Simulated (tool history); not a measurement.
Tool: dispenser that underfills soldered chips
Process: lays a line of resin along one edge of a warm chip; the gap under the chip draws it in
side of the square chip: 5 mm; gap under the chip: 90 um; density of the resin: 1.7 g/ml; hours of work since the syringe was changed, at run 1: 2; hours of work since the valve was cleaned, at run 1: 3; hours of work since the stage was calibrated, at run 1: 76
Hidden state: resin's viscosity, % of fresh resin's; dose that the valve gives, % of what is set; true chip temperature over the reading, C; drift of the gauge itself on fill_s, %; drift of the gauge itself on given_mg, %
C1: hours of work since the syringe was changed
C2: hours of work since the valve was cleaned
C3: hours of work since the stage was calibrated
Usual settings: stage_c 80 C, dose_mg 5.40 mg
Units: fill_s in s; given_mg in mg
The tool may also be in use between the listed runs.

Run 1, hour 0.0: usual settings; C1 2; C2 3; C3 76. Result: fill_s 12.4 s, given_mg 5.33 mg.
Run 2, hour 3.8: usual settings; C1 4; C2 5; C3 79. Result: fill_s 14.0 s, given_mg 5.32 mg.
At hour 8.3: new syringe of resin.
Run 3, hour 10.7: usual settings but dose_mg 6.21 mg; C1 2; C2 9; C3 83. Result: fill_s 11.1 s, given_mg 6.20 mg.
Run 4, hour 16.5: usual settings but dose_mg 6.21 mg; C1 5; C2 13; C3 86. Result: fill_s 14.2 s, given_mg 6.15 mg.
At hour 18.9: new syringe of resin.
Run 5, hour 24.0: usual settings but dose_mg 5.42 mg; C1 3; C2 17; C3 90. Result: fill_s 12.9 s, given_mg 5.38 mg.
Run 6, hour 27.1: usual settings but dose_mg 5.13 mg; C1 5; C2 19; C3 92. Result: fill_s 14.8 s, given_mg 5.02 mg.
At hour 29.8: new syringe of resin.
Run 7, hour 33.5: usual settings but dose_mg 5.13 mg; C1 2; C2 23; C3 96. Result: fill_s 12.6 s, given_mg 5.02 mg.
Run 8, hour 38.0: usual settings; C1 5; C2 25; C3 99. Result: fill_s 15.5 s, given_mg 5.23 mg.
At hour 40.7: new syringe of resin.
Run 9, hour 45.5: usual settings; C1 3; C2 30; C3 103. Result: fill_s 13.5 s, given_mg 5.26 mg.
Run 10, hour 49.4: usual settings but stage_c 74 C, dose_mg 5.15 mg; C1 5; C2 32; C3 105. Result: fill_s 18.2 s, given_mg 4.99 mg.
At hour 51.5: new syringe of resin.
Run 11, hour 56.7: usual settings but stage_c 74 C, dose_mg 5.15 mg; C1 3; C2 36; C3 110. Result: fill_s 15.6 s, given_mg 4.93 mg.
Run 12, hour 60.9: usual settings but stage_c 85 C, dose_mg 5.06 mg; C1 6; C2 39; C3 112. Result: fill_s 14.0 s, given_mg 4.83 mg.
At hour 62.2: new syringe of resin.
Run 13, hour 66.3: usual settings but stage_c 66 C, dose_mg 5.85 mg; C1 2; C2 42; C3 115. Result: fill_s 19.6 s, given_mg 5.64 mg.
Run 14, hour 69.9: usual settings but stage_c 79 C, dose_mg 6.28 mg; C1 5; C2 44; C3 117. Result: fill_s 14.7 s, given_mg 6.02 mg.
At hour 73.0: new syringe of resin.
Run 15, hour 75.8: usual settings but stage_c 85 C, dose_mg 4.80 mg; C1 2; C2 47; C3 121. Result: fill_s 10.9 s, given_mg 4.66 mg.
Run 16, hour 81.3: usual settings but stage_c 85 C, dose_mg 4.80 mg; C1 5; C2 51; C3 124. Result: fill_s 13.8 s, given_mg 4.50 mg.
At hour 83.7: new syringe of resin.
Run 17, hour 86.1: usual settings but stage_c 85 C, dose_mg 4.80 mg; C1 1; C2 53; C3 127. Result: fill_s 10.3 s, given_mg 4.53 mg.

Forecast each of these 4 alternatives for the next run:
Run A, hour 89.3: usual settings but stage_c 72 C, dose_mg 5.67 mg; C1 3; C2 55; C3 129. Result: fill_s ?, given_mg ?.
Run B, hour 89.3: usual settings but stage_c 67 C, dose_mg 6.92 mg; C1 3; C2 55; C3 129. Result: fill_s ?, given_mg ?.
Run C, hour 89.3: usual settings but stage_c 79 C, dose_mg 6.99 mg; C1 3; C2 55; C3 129. Result: fill_s ?, given_mg ?.
Run D, hour 89.3: usual settings but stage_c 79 C, dose_mg 4.65 mg; C1 3; C2 55; C3 129. Result: fill_s ?, given_mg ?.

run  fill_s  given_mg
  A    16.6      5.43
  B    19.3      6.61
  C    13.2      6.68
  D    14.5      4.53
Without the tool's hidden state the same runs would have given:
run  fill_s  given_mg
  A    13.0      5.71
  B    15.3      6.95
  C    10.4      7.02
  D    11.3      4.76
